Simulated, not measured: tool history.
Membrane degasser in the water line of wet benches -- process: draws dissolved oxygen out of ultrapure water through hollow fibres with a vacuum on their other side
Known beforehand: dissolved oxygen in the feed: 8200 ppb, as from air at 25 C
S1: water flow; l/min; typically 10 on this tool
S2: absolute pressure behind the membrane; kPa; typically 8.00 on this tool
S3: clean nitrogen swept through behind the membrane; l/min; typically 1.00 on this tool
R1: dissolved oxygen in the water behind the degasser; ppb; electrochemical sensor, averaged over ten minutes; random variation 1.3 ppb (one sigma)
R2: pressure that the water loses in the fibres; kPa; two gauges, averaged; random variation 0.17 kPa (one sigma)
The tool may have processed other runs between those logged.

run,hour,S1,S2,S3,R1,R2
1,0.0,10,8.00,1.00,120.4,29.18
2,217.0,10,8.00,1.00,122.2,29.04
3,425.4,10,8.00,1.00,121.4,29.20
4,613.2,10,8.00,1.00,124.7,29.08
5,775.9,10,8.00,1.58,82.3,29.15
6,889.5,10,8.00,1.58,82.8,29.03
7,1104.5,10,8.00,1.58,82.7,29.25
8,1273.0,10,8.00,1.58,83.2,29.00
# hour 1390.5: seals of the vacuum lines changed
9,1461.4,10,8.00,1.58,81.3,29.21
10,1668.8,10,8.00,1.58,82.6,28.82
11,1889.1,7,8.00,1.00,80.9,20.46
12,2093.4,10,10.35,1.00,174.7,29.21
# hour 2175.7: vacuum gauge calibrated
13,2304.1,10,10.35,1.00,172.8,29.05
14,2435.6,10,10.35,1.00,175.1,29.19
15,2542.9,10,10.35,1.00,174.4,29.18
16,2696.1,10,7.80,1.00,116.1,29.37
17,2850.5,16,12.11,2.74,211.6,47.07
18,2952.9,14,11.82,0.90,343.3,41.10
19,3141.5,15,11.82,0.54,547.8,43.56
20,3348.4,15,11.82,0.54,537.8,43.85
21,3457.2,10,5.54,0.41,132.4,29.09
22,3586.9,10,5.54,0.41,132.6,29.52
23,3726.6,10,5.54,0.41,132.1,29.22
24,3874.2,10,19.64,0.71,511.2,29.02
25,4038.4,10,19.64,0.71,509.0,28.92
26,4241.6,10,19.64,0.71,522.0,29.34
27,4434.1,10,19.64,0.71,504.6,28.91
28,4577.2,9,19.64,0.71,463.1,26.36
29,4683.5,9,19.64,0.71,475.3,26.17
30,4810.8,9,19.64,0.71,468.4,26.27
31,4960.7,10,7.43,0.99,107.4,29.09

3 options for the next run, each taken on its own from the tool as it stands now. Forecast them:
A,5150.1,7,9.82,2.73,?,?
B,5150.1,11,8.00,1.25,?,?
C,5150.1,10,5.49,0.81,?,?

run,R1,R2
A,42.6,20.53
B,115.5,32.16
C,74.7,29.35
Had the tool no hidden state, the same runs would have come out as:
run,R1,R2
A,42.6,20.50
B,115.3,32.13
C,74.6,29.32
